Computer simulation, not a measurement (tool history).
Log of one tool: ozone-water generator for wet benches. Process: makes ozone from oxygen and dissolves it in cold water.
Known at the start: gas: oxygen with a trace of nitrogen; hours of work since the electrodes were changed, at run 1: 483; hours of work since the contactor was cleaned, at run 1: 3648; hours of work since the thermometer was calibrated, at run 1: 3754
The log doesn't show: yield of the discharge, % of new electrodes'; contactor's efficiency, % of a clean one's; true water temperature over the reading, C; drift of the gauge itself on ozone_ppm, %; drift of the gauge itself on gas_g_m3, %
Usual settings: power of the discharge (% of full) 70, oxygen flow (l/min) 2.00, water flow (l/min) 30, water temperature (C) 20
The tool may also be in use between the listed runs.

run	hour	power of the discharge (% of full)	oxygen flow (l/min)	water flow (l/min)	water temperature (C)	hours of work since the electrodes were changed	hours of work since the contactor was cleaned	hours of work since the thermometer was calibrated	dissolved ozone (ppm)	ozone in the gas ahead of the water (g/m3)
1	0.0	70	2.00	30	20	483	3648	3754	6.9	199.1
2	36.8	70	2.00	30	20	506	3671	3777	7.0	199.1
3	58.2	70	2.00	30	20	519	3684	3790	7.0	198.0
4	91.1	70	2.00	30	20	540	3705	3811	6.8	198.9
5	129.1	70	2.00	30	20	564	3729	3835	7.1	195.7
6	165.9	70	2.00	30	20	587	3752	3858	7.1	197.9
7	185.0	70	2.00	30	20	599	3764	3870	6.9	196.5
8	202.6	79	2.00	30	20	610	3775	3881	7.7	216.2
9	234.9	79	2.00	30	20	630	3796	3901	7.6	217.4
10	274.8	79	2.00	30	20	655	3821	3927	7.6	216.6
11	315.4	79	2.00	30	21	681	3846	3952	7.5	216.9
12	353.7	79	2.00	30	21	705	3870	3976	7.4	216.3
13	392.5	79	2.00	34	21	729	3895	4001	6.7	214.1
14	425.2	79	2.00	34	21	750	3915	4021	6.6	212.2
15	447.0	82	2.00	30	20	764	3929	4035	7.8	217.9
16	483.3	82	2.00	30	20	786	3952	4058	7.9	219.6
17	502.6	52	2.00	30	20	798	3964	4070	5.4	151.5
# hour 519.4: gauge calibrated
18	527.1	70	2.00	27	26	814	3979	4085	7.6	198.0
# hour 544.8: water thermometer calibrated
19	559.1	87	1.55	30	22	834	3999	9	7.7	268.1
20	594.3	87	1.55	30	22	856	4021	31	7.4	268.2
21	631.4	87	1.55	30	22	879	4045	54	7.6	267.3
22	648.4	88	2.41	41	26	890	4055	65	5.7	216.3
23	690.0	89	1.11	23	20	916	4081	91	9.3	319.8
24	715.1	58	1.42	23	20	932	4097	107	7.5	201.3
25	754.7	58	1.42	23	20	957	4122	132	7.2	200.1
26	789.5	81	1.22	27	20	978	4144	154	7.4	282.0
27	823.3	88	1.22	27	17	1000	4165	175	7.9	301.6
28	855.6	83	1.22	21	14	1020	4185	195	10.5	286.4
# hour 878.9: contactor cleaned
29	891.0	83	1.22	21	14	1040	8	215	10.6	287.4
30	910.0	83	1.22	21	14	1052	20	227	10.7	284.4
31	944.8	82	3.54	31	20	1074	41	249	9.0	166.1
32	973.4	70	2.00	30	14	1092	59	267	7.3	193.6
33	1013.8	52	1.96	33	24	1117	85	292	4.8	153.1

Forecast each of these 4 alternatives for the next run:
A	1049.1	58	1.96	33	24	1139	107	314	?	?
B	1049.1	65	2.00	30	20	1139	107	314	?	?
C	1049.1	52	1.05	29	16	1139	107	314	?	?
D	1049.1	51	3.46	20	20	1139	107	314	?	?

run	dissolved ozone (ppm)	ozone in the gas ahead of the water (g/m3)
A	5.2	167.9
B	6.7	182.4
C	4.6	212.3
D	9.5	113.8
Without the tool's hidden state the same runs would have given:
run	dissolved ozone (ppm)	ozone in the gas ahead of the water (g/m3)
A	5.2	172.9
B	6.7	187.8
C	4.6	218.6
D	9.5	117.2

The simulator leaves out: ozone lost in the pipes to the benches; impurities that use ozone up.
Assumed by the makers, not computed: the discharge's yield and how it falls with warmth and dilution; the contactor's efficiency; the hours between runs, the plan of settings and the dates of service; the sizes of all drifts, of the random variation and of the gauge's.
